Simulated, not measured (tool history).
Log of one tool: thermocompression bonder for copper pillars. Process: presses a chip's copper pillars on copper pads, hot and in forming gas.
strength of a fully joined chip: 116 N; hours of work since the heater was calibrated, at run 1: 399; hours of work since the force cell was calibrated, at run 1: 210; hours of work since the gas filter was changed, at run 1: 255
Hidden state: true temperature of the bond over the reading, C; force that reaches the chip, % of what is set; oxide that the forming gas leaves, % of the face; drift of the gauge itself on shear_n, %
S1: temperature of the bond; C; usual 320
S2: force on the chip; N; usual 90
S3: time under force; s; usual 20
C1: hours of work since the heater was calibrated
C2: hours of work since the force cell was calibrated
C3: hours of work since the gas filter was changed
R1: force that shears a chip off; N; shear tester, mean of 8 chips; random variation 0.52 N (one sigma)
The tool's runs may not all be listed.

{"run": 1, "hour": 0.0, "S1": 320, "S2": 90, "S3": 20, "C1": 399, "C2": 210, "C3": 255, "R1": 50.6}
{"run": 2, "hour": 9.8, "S1": 320, "S2": 90, "S3": 20, "C1": 405, "C2": 216, "C3": 261, "R1": 49.6}
{"run": 3, "hour": 19.3, "S1": 320, "S2": 90, "S3": 20, "C1": 412, "C2": 222, "C3": 267, "R1": 49.8}
{"run": 4, "hour": 24.5, "S1": 320, "S2": 59, "S3": 20, "C1": 415, "C2": 225, "C3": 270, "R1": 32.9}
{"run": 5, "hour": 29.3, "S1": 306, "S2": 90, "S3": 20, "C1": 418, "C2": 228, "C3": 273, "R1": 44.6}
{"run": 6, "hour": 37.3, "S1": 306, "S2": 90, "S3": 20, "C1": 423, "C2": 233, "C3": 278, "R1": 44.4}
{"run": 7, "hour": 44.3, "S1": 318, "S2": 108, "S3": 17, "C1": 427, "C2": 238, "C3": 283, "R1": 56}
{"hour": 46.8, "done": "heater calibrated with a thermocouple chip"}
{"run": 8, "hour": 52.2, "S1": 318, "S2": 108, "S3": 17, "C1": 3, "C2": 241, "C3": 287, "R1": 55.8}
{"run": 9, "hour": 57.8, "S1": 339, "S2": 90, "S3": 17, "C1": 7, "C2": 245, "C3": 290, "R1": 55}
{"run": 10, "hour": 65.4, "S1": 339, "S2": 90, "S3": 17, "C1": 12, "C2": 250, "C3": 295, "R1": 54.9}

3 ways to go on from here, each from the tool as it stands after run 10. What would each give?
{"run": "A", "hour": 73.1, "S1": 320, "S2": 72, "S3": 20, "C1": 17, "C2": 255, "C3": 300, "R1": "?"}
{"run": "B", "hour": 73.1, "S1": 314, "S2": 57, "S3": 53, "C1": 17, "C2": 255, "C3": 300, "R1": "?"}
{"run": "C", "hour": 73.1, "S1": 320, "S2": 75, "S3": 28, "C1": 17, "C2": 255, "C3": 300, "R1": "?"}

run=A R1=40.7
run=B R1=44.1
run=C R1=48.6
Without the tool's hidden state the same runs would have given:
run=A R1=38.2
run=B R1=41.4
run=C R1=45.8
